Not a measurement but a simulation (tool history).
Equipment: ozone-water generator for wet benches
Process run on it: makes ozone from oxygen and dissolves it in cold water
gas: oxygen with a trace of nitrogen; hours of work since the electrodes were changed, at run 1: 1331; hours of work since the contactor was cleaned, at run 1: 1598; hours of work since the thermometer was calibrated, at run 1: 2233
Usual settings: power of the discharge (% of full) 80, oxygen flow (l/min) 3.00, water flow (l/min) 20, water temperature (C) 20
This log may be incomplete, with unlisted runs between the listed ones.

run,hour,power of the discharge (% of full),oxygen flow (l/min),water flow (l/min),water temperature (C),hours of work since the electrodes were changed,hours of work since the contactor was cleaned,hours of work since the thermometer was calibrated,dissolved ozone (ppm),ozone in the gas ahead of the water (g/m3)
1,0.0,80,3.00,20,20,1331,1598,2233,15.3,231.0
2,60.7,80,3.00,20,20,1370,1637,2273,15.2,231.5
3,171.9,80,3.00,20,20,1442,1709,2345,15.2,229.0
4,245.8,80,3.00,14,20,1490,1757,2393,21.0,227.8
5,303.9,80,3.00,20,20,1527,1794,2430,14.9,229.5
6,391.1,80,3.00,20,20,1584,1851,2487,14.8,230.2
7,512.2,80,3.00,20,20,1662,1929,2565,15.0,229.9
8,607.2,80,3.00,20,20,1724,1991,2626,15.0,227.3
9,706.2,80,3.00,20,20,1788,2055,2691,15.1,227.1
10,810.2,80,3.00,20,20,1855,2122,2758,14.9,228.6
11,865.0,80,3.00,20,20,1890,2157,2793,15.0,227.0
12,993.1,80,3.00,20,20,1973,2240,2876,14.9,226.7
13,1063.5,80,3.00,20,20,2019,2286,2922,14.8,226.7
14,1115.8,80,3.00,20,20,2053,2320,2956,14.8,226.4
15,1182.7,80,1.70,20,20,2096,2363,2999,11.7,268.6
16,1258.2,56,4.22,22,16,2145,2412,3048,13.1,167.6
17,1317.6,82,2.65,22,16,2183,2450,3086,13.6,237.8
18,1428.9,82,2.65,22,16,2255,2522,3158,13.3,239.7
19,1555.0,56,3.00,20,25,2337,2604,3240,11.5,185.7
20,1614.8,54,2.42,15,15,2376,2643,3279,15.4,194.3
21,1695.4,41,2.42,15,22,2428,2695,3331,12.2,165.4
# hour 1703.5: water thermometer calibrated
22,1825.4,42,2.98,15,22,2512,2779,79,13.1,159.3
23,1890.3,80,3.00,20,15,2554,2821,121,15.4,221.9
24,1943.8,80,3.00,23,20,2588,2855,155,12.8,224.3
25,2005.3,56,3.00,20,20,2628,2895,195,11.7,183.7

What will run 26 give?
26,2086.0,85,4.52,25,13,2680,2947,248,?,?

For run 26 the tool returned dissolved ozone (ppm) 14.7, ozone in the gas ahead of the water (g/m3) 202.3.
On a tool with no hidden condition, and with the same random variation, this run would have come out at dissolved ozone (ppm) 16.1, ozone in the gas ahead of the water (g/m3) 216.8.
